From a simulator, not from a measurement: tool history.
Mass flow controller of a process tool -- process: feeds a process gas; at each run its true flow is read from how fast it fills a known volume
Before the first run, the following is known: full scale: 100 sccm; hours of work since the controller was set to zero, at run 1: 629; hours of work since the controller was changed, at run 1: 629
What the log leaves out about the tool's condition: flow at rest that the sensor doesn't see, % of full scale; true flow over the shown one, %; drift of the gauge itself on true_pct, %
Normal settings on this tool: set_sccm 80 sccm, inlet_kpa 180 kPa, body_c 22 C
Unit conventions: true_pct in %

run	hour	set_sccm	inlet_kpa	body_c	hours of work since the controller was set to zero	hours of work since the controller was changed	true_pct
1	0	80	180	22	629	629	99.53
2	123.6	80	180	22	677	677	99.46
3	251	22	180	22	726	726	98.67
4	420.1	22	180	22	792	792	98.55
5	599.2	80	180	22	862	862	99.42
6	769.2	80	180	22	928	928	99.27
7	941.2	80	180	22	995	995	99.31
8	1057.6	80	180	22	1041	1041	99.24
9	1202.2	80	268	22	1097	1097	99.9
10	1316.6	11	180	22	1141	1141	97.23
11	1475.7	80	154	22	1203	1203	99
12	1634.9	80	180	22	1265	1265	99.21
13	1723.5	80	180	22	1300	1300	99.19
14	1824.7	80	180	22	1339	1339	99.08
15	1909.4	80	180	22	1372	1372	99.24
16	2004.2	20	180	22	1409	1409	97.76
17	2099.3	80	180	26	1446	1446	98.71
18	2226.3	80	180	26	1496	1496	98.64
# hour 2235.3: controller's zero set anew
19	2330.5	80	180	26	37	1536	98.45
20	2496.8	80	180	26	102	1601	98.5
21	2652.7	80	180	26	163	1662	98.49
22	2783.2	80	180	37	213	1712	97.32
23	2867.9	66	180	37	246	1745	97.14
# hour 2978.7: controller's zero set anew, once more
24	3002.8	66	180	37	9	1798	97.61
25	3113.9	66	180	37	53	1841	97.52
26	3193.2	47	188	25	84	1872	98.84
27	3351.9	17	263	34	145	1934	97.79
28	3448.7	17	263	34	183	1971	97.66
29	3542	42	263	22	219	2008	99.53
30	3659.6	28	156	22	265	2053	98.57
31	3785.3	65	167	38	314	2102	97.2
32	3914.1	65	167	38	364	2153	97.12
33	4085.2	13	199	34	431	2219	96.86
34	4184.4	13	199	34	470	2258	96.83
35	4356.2	12	204	34	536	2325	96.72
36	4481	12	204	34	585	2373	96.61
37	4609.2	12	204	34	635	2423	96.6
38	4690.5	50	248	25	667	2455	98.82
39	4868.9	22	180	28	736	2524	97.36
40	4946.9	55	222	22	766	2555	99.01
41	5083.5	90	165	30	820	2608	98.15
42	5182.3	88	249	30	858	2646	98.59
43	5356.7	39	172	22	926	2714	98.37
44	5469.1	39	172	22	970	2758	98.3
45	5607	10	172	22	1024	2812	96.7
46	5716.1	10	172	22	1066	2854	96.76
47	5863.4	10	172	22	1123	2912	96.57

Branching from run 47: 5 alternative next runs. What would each branch give?
A	5976.2	80	180	21	1167	2956	?
B	5976.2	88	223	22	1167	2956	?
C	5976.2	13	251	37	1167	2956	?
D	5976.2	13	172	20	1167	2956	?
E	5976.2	46	195	22	1167	2956	?

run	true_pct
A	98.73
B	98.97
C	95.77
D	97.28
E	98.4
What these runs would have given with no unlogged condition in the tool:
run	true_pct
A	100.05
B	100.27
C	98.41
D	99.92
E	99.91

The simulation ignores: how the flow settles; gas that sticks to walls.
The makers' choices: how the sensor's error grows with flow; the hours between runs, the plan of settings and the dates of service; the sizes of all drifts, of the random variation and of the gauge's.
